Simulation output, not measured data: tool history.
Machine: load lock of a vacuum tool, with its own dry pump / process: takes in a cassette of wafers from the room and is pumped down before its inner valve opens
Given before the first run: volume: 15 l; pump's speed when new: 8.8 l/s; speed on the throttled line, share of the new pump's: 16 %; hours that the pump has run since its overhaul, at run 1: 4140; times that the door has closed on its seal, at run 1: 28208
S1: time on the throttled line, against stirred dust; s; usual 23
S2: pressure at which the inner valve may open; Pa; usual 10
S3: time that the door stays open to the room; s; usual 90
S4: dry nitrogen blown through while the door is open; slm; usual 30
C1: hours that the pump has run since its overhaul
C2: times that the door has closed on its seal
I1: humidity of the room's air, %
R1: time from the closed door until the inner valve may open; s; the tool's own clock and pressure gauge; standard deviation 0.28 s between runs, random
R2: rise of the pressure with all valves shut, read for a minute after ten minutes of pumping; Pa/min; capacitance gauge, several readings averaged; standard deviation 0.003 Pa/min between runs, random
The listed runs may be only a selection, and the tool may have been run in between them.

| run | hour | S1 | S2 | S3 | S4 | C1 | C2 | I1 | R1 | R2 |
|---|---|---|---|---|---|---|---|---|---|---|
| 1 | 0 | 23 | 10 | 90 | 30 | 4140 | 28208 | 46.7 | 36.2 | 0.146 |
| 2 | 313.1 | 23 | 17 | 90 | 30 | 4453 | 29024 | 43.2 | 35 | 0.147 |
| 3 | 544.1 | 23 | 17 | 90 | 30 | 4684 | 29626 | 45 | 34.8 | 0.155 |
| 4 | 833.4 | 23 | 17 | 90 | 30 | 4973 | 30380 | 46.4 | 35.1 | 0.156 |
| 5 | 1006.6 | 23 | 17 | 90 | 30 | 5146 | 30832 | 46.6 | 34.8 | 0.157 |
| 6 | 1178.1 | 23 | 10 | 90 | 30 | 5318 | 31279 | 45.5 | 36 | 0.159 |
| 7 | 1441.6 | 23 | 10 | 90 | 30 | 5582 | 31966 | 45.8 | 35.7 | 0.162 |
| 8 | 1648.8 | 23 | 10 | 90 | 30 | 5789 | 32506 | 47.1 | 36.3 | 0.174 |
| 9 | 1855.4 | 23 | 11 | 69 | 30 | 5995 | 33044 | 38.4 | 36.5 | 0.157 |
| 10 | 2020.9 | 23 | 11 | 69 | 30 | 6161 | 33476 | 43.2 | 35.6 | 0.168 |
| 11 | 2176 | 23 | 10 | 90 | 27 | 6316 | 33880 | 47 | 36 | 0.181 |
| 12 | 2402.7 | 23 | 19 | 90 | 19 | 6543 | 34471 | 47.8 | 34.7 | 0.197 |
| 13 | 2682.8 | 23 | 19 | 90 | 19 | 6823 | 35201 | 44.7 | 34.5 | 0.194 |
| 14 | 2884.5 | 44 | 19 | 180 | 42 | 7024 | 35727 | 48 | 52.8 | 0.197 |
| 15 | 3148.5 | 23 | 10 | 90 | 6 | 7288 | 36415 | 44.8 | 36.4 | 0.243 |
| 16 | 3464.4 | 30 | 8 | 33 | 4 | 7604 | 37239 | 42.7 | 42.9 | 0.213 |

A few steps of R1 between consecutive runs. Split each: what settings, incoming material and random variation would produce without the hidden state, and what is left over for the hidden state, along with gauge scatter present in only one of the two compared results (measured, and without hidden state):
The hidden state here: pump's speed, % of a new pump's; leak at the door's seal, Pa l/s; drift of the gauge itself on ready_s, %; drift of the gauge itself on rise_pa_min, %.
Run 13 -> 14: S1 23 -> 44, S3 90 -> 180, S4 19 -> 42. R1 +18.3 s: hidden state -0.2, all else +18.5.
Run 14 -> 15: S1 44 -> 23, S2 19 -> 10, S3 180 -> 90, S4 42 -> 6. R1 -16.4 s: hidden state +0.4, all else -16.8.

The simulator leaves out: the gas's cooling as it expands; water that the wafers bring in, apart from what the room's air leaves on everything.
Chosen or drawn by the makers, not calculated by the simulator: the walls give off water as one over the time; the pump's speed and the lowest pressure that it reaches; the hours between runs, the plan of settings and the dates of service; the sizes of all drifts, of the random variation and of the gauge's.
